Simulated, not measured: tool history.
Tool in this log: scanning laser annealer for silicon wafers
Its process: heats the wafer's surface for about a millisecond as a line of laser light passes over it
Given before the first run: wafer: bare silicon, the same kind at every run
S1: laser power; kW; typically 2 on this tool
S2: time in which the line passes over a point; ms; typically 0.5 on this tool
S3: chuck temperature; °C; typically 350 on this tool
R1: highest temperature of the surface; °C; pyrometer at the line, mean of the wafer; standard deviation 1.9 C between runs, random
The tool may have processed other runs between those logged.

run 1 hour=0 | S1=2 S2=0.5 S3=350 | R1=1154
run 2 hour=5.2 | S1=2 S2=0.5 S3=350 | R1=1154
run 3 hour=13.5 | S1=2 S2=0.5 S3=350 | R1=1158
run 4 hour=22.3 | S1=2 S2=0.585 S3=350 | R1=1226
run 5 hour=29.4 | S1=2 S2=0.585 S3=350 | R1=1226
run 6 hour=35.4 | S1=2 S2=0.5 S3=322 | R1=1130
run 7 hour=41.3 | S1=2 S2=0.518 S3=350 | R1=1171
run 8 hour=50.3 | S1=2 S2=0.518 S3=350 | R1=1174
run 9 hour=60.9 | S1=2 S2=0.5 S3=329 | R1=1136
run 10 hour=67.4 | S1=2 S2=0.5 S3=350 | R1=1157
run 11 hour=78.4 | S1=2 S2=0.5 S3=350 | R1=1155
run 12 hour=87.9 | S1=2 S2=0.5 S3=350 | R1=1155
run 13 hour=97.9 | S1=2.191 S2=0.5 S3=350 | R1=1228
run 14 hour=108.4 | S1=2.114 S2=0.376 S3=344 | R1=1070
run 15 hour=117.6 | S1=2.119 S2=0.364 S3=388 | R1=1107
run 16 hour=124.4 | S1=2.119 S2=0.535 S3=368 | R1=1245
run 17 hour=130.8 | S1=2 S2=0.392 S3=350 | R1=1057
run 18 hour=141.1 | S1=1.814 S2=0.408 S3=319 | R1=977
run 19 hour=148.1 | S1=2.121 S2=0.5 S3=390 | R1=1235
run 20 hour=156.6 | S1=2.121 S2=0.5 S3=390 | R1=1237
run 21 hour=165.8 | S1=2.121 S2=0.5 S3=390 | R1=1239
run 22 hour=171.6 | S1=2.121 S2=0.5 S3=344 | R1=1193
run 23 hour=180.9 | S1=2.121 S2=0.5 S3=353 | R1=1200

Table of differences, measured result less the result of that run with no hidden state. Run-to-run variation is the same in both. Gauge scatter possibly is not:
Hidden state present: light that passes the window, % of a clean one's; laser's true power over the reading, %; width of the line over the set one, %; drift of the gauge itself on peak_c, C.
run=1 R1=-10
run=2 R1=-9
run=3 R1=-9
run=4 R1=-11
run=5 R1=-11
run=6 R1=-10
run=7 R1=-10
run=8 R1=-11
run=9 R1=-11
run=10 R1=-12
run=11 R1=-12
run=12 R1=-12
run=13 R1=-13
run=14 R1=-11
run=15 R1=-12
run=16 R1=-14
run=17 R1=-11
run=18 R1=-10
run=19 R1=-14
run=20 R1=-15
run=21 R1=-14
run=22 R1=-14
run=23 R1=-15
